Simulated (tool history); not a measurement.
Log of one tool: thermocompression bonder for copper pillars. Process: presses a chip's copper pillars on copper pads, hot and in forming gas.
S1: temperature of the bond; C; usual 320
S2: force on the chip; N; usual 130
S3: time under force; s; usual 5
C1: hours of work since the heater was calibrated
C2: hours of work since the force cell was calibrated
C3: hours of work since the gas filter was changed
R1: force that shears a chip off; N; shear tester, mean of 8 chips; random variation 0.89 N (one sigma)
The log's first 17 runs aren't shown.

run 18 day=24.375 | S1=320 S2=130 S3=5 | C1=925 C2=561 C3=103 | R1=66.0
run 19 day=25.546 | S1=302 S2=130 S3=5 | C1=942 C2=578 C3=120 | R1=51.1
-- day=25.775 force cell calibrated
run 20 day=26.775 | S1=304 S2=130 S3=12 | C1=959 C2=14 C3=137 | R1=71.1
run 21 day=27.979 | S1=333 S2=107 S3=5 | C1=976 C2=32 C3=154 | R1=68.1
run 22 day=29.079 | S1=320 S2=130 S3=13 | C1=992 C2=47 C3=170 | R1=87.5
-- day=30.888 force cell calibrated, once more
run 23 day=30.917 | S1=320 S2=130 S3=13 | C1=1017 C2=0 C3=195 | R1=90.7
-- day=31.562 forming gas filter changed
run 24 day=32.342 | S1=332 S2=130 S3=5 | C1=1038 C2=21 C3=11 | R1=76.5
run 25 day=33.804 | S1=332 S2=130 S3=5 | C1=1059 C2=42 C3=32 | R1=77.0
run 26 day=34.933 | S1=332 S2=130 S3=5 | C1=1075 C2=58 C3=49 | R1=75.5
run 27 day=36.096 | S1=309 S2=163 S3=5 | C1=1092 C2=75 C3=65 | R1=62.7
run 28 day=37.704 | S1=309 S2=86 S3=13 | C1=1115 C2=98 C3=88 | R1=63.1
run 29 day=39.446 | S1=309 S2=86 S3=13 | C1=1140 C2=123 C3=113 | R1=63.3
run 30 day=40.483 | S1=320 S2=87 S3=8 | C1=1155 C2=138 C3=128 | R1=60.7
run 31 day=41.796 | S1=320 S2=87 S3=8 | C1=1173 C2=157 C3=147 | R1=60.6
run 32 day=43.733 | S1=331 S2=85 S3=5 | C1=1201 C2=184 C3=175 | R1=58.7
run 33 day=44.804 | S1=297 S2=90 S3=12 | C1=1217 C2=200 C3=190 | R1=49.5
-- day=45.762 forming gas filter changed
run 34 day=45.858 | S1=320 S2=130 S3=13 | C1=1232 C2=215 C3=1 | R1=89.5
run 35 day=47.700 | S1=312 S2=113 S3=8 | C1=1258 C2=241 C3=28 | R1=63.9
run 36 day=49.188 | S1=347 S2=113 S3=3 | C1=1279 C2=263 C3=49 | R1=70.9
run 37 day=50.233 | S1=311 S2=168 S3=8 | C1=1294 C2=278 C3=64 | R1=76.8
run 38 day=52.071 | S1=311 S2=88 S3=8 | C1=1321 C2=304 C3=91 | R1=53.0

3 ways to go on from here, each from the tool as it stands after run 38. What would each give?
run A day=53.592 | S1=311 S2=192 S3=10 | C1=1343 C2=326 C3=113 | R1=?
run B day=53.592 | S1=311 S2=101 S3=8 | C1=1343 C2=326 C3=113 | R1=?
run C day=53.592 | S1=332 S2=125 S3=8 | C1=1343 C2=326 C3=113 | R1=?

run=A R1=87.6
run=B R1=57.2
run=C R1=82.5
Without the tool's hidden state the same runs would have given:
run=A R1=100.3
run=B R1=68.0
run=C R1=94.3
